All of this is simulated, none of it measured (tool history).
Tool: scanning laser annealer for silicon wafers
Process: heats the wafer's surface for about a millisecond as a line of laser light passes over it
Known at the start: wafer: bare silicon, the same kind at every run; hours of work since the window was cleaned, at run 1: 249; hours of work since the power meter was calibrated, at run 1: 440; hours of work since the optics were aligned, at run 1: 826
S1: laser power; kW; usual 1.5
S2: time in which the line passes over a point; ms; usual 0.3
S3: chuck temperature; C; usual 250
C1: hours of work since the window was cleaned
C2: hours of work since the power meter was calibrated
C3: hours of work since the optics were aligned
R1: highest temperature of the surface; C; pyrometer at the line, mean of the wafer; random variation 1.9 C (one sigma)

run   hour     S1     S2   S3   C1   C2    C3    R1
  1      0    1.5    0.3  250  249  440   826  1070
  2   18.8    1.5  0.316  250  260  451   838  1087
  3   35.9    1.5  0.316  250  270  462   848  1083
  4   48.5    1.5    0.3  231  278  469   855  1049
  5   63.4    1.5    0.3  231  287  478   864  1046
  6   81.9    1.5    0.3  250  298  489   876  1064
      89.5  -- window over the wafer cleaned
  7  101.2    1.5    0.3  250    7  500   886  1078
  8    112    1.5    0.3  250   14  506   893  1079
  9  130.8    1.5  0.271  250   25  518   904  1039
 10  140.2    1.5  0.271  250   31  523   910  1042
 11  161.9    1.5    0.3  277   44  536   923  1099
 12  175.1    1.5    0.3  277   52  544   931  1101
 13  194.8    1.5    0.3  243   64  556   942  1068
 14  215.2    1.5    0.3  243   76  569   955  1067
 15  224.3    1.5    0.3  243   81  574   960  1067
 16  234.9    1.5    0.3  250   88  580   967  1071
 17  247.2  1.461    0.3  250   95  588   974  1049
 18  263.7  1.461    0.3  250  105  598   984  1050
 19  273.8  1.461    0.3  250  111  604   990  1053
 20  295.6  1.461    0.3  250  124  617  1003  1048
 21    310  1.634  0.324  253  133  626  1012  1184
 22  324.2    1.5  0.213  225  141  634  1020   925
 23  333.5  1.583  0.322  280  147  640  1026  1178
 24  352.8  1.641  0.298  226  159  651  1038  1126
 25  372.9  1.641  0.298  226  171  664  1050  1121
     379.8  -- optics aligned, line set to its width
 26  390.8  1.357  0.252  250  179  671     7   932
 27  401.4  1.371   0.33  250  185  678    13  1030
 28  412.1  1.316  0.272  261  191  684    19   941
 29  423.1  1.316  0.272  261  198  691    26   941
 30    445  1.316  0.272  261  211  704    39   940
 31  457.6  1.316  0.272  279  219  712    47   959
 32  479.2   1.43  0.275  284  232  725    60  1027
     485.7  -- optics aligned, line set to its width, once more
 33  497.8   1.43  0.275  284  240  733     7  1034
 34  512.4  1.507  0.233  238  249  742    16   972
 35  531.9  1.507  0.233  238  261  753    28   972
 36  551.4  1.519   0.22  234  272  765    40   953

Some steps in R1 between neighbouring runs. How much of each would the tool show without its hidden state too (settings, what came in, random variation), and how much is left for the hidden state, with any gauge scatter that isn't in both results?
The hidden state here: light that passes the window, % of a clean one's; laser's true power over the reading, %; width of the line over the set one, %; drift of the gauge itself on peak_c, C.
Run 6 -> 7: window over the wafer cleaned. R1 +14 C: hidden state +14, all else +0.
Run 21 -> 22: S1 1.634 -> 1.5, S2 0.324 -> 0.213, S3 253 -> 225. R1 -259 C: hidden state +4, all else -263.
Run 22 -> 23: S1 1.5 -> 1.583, S2 0.213 -> 0.322, S3 225 -> 280. R1 +253 C: hidden state -5, all else +258.
Run 25 -> 26: S1 1.641 -> 1.357, S2 0.298 -> 0.252, S3 226 -> 250, optics aligned, line set to its width. R1 -189 C: hidden state +4, all else -193.
Run 32 -> 33: optics aligned, line set to its width, once more. R1 +7 C: hidden state +6, all else +1.
